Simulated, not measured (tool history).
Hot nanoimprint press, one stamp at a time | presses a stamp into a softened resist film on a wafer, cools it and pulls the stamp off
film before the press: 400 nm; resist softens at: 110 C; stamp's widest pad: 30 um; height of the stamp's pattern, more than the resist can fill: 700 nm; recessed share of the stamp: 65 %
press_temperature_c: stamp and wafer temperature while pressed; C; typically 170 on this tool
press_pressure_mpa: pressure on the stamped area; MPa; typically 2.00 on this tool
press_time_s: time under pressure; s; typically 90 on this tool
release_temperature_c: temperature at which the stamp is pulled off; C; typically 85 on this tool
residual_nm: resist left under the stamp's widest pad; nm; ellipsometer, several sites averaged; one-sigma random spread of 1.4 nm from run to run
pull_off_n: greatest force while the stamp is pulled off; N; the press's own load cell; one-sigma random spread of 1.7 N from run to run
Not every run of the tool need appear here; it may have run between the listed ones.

run     day  press_temperature_c  press_pressure_mpa  press_time_s  release_temperature_c  residual_nm  pull_off_n
  1   0.000                  170                2.00            90                     85        222.4         216
  2   0.262                  170                2.00           165                     85        181.7         215
  3   0.883                  170                2.00           165                     85        179.5         213
  4   1.442                  170                2.00           165                     85        182.3         218
      2.012  -- stamp cleaned and given a new release coat
  5   2.112                  166                2.00            90                     85        250.2         211
  6   2.742                  170                2.00            90                     85        223.2         212
  7   3.271                  170                2.00            90                     81        224.3         217
  8   3.604                  170                2.00            90                     81        224.1         223
  9   4.050                  170                2.00            90                     85        225.1         216
 10   4.483                  170                2.00            90                     85        223.3         213
 11   5.021                  170                2.00            90                     85        225.0         215
 12   5.654                  170                2.00            90                     85        225.0         214
 13   6.179                  170                2.00            90                     85        225.2         214
 14   6.629                  170                2.00            90                     85        224.6         217
      7.379  -- stamp cleaned and given a new release coat
 15   7.488                  170                2.00            90                     85        227.5         210
 16   7.862                  174                1.49           157                     87        189.5         209
 17   8.442                  168                1.59           129                     86        236.2         211
 18   8.962                  173                2.00            90                     78        208.4         226
 19   9.583                  170                2.00            60                     74        256.8         236
 20   9.971                  165                2.00            48                     85        305.9         218
 21  10.329                  165                2.00            48                     85        306.5         213
 22  10.608                  167                2.90           121                     77        194.8         231
 23  10.879                  167                2.90           121                     77        193.8         232
 24  11.442                  165                1.82            67                     91        294.4         205
 25  11.771                  179                1.41            90                     85        202.2         218
 26  12.375                  161                2.00            90                     85        297.2         217
     12.754  -- stamp cleaned and given a new release coat
 27  13.000                  171                2.13            73                     85        232.2         210
 28  13.350                  161                1.37            90                     78        323.7         226
 29  13.671                  173                2.00            71                     85        223.7         211

Each run again, without the hidden state but with its own random variation kept:
Hidden conditions of the tool in this case: true temperature over the reading, C; pressure that arrives at the usual setting, %; grip of the stamp's worn release coat, % over a new coat's; drift of the gauge itself on residual_nm, %; drift of the gauge itself on pull_off_n, %.
run  residual_nm  pull_off_n
  1        218.7         210
  2        178.2         210
  3        175.7         207
  4        178.1         210
  5        245.1         210
  6        218.0         210
  7        218.8         214
  8        218.4         219
  9        219.1         212
 10        217.1         209
 11        218.5         210
 12        218.1         208
 13        218.0         207
 14        217.1         209
 15        219.6         208
 16        182.6         207
 17        227.9         208
 18        200.0         222
 19        247.5         230
 20        297.1         212
 21        297.5         207
 22        184.4         225
 23        183.2         225
 24        284.3         197
 25        193.6         210
 26        285.8         208
 27        221.0         208
 28        314.3         223
 29        212.7         208
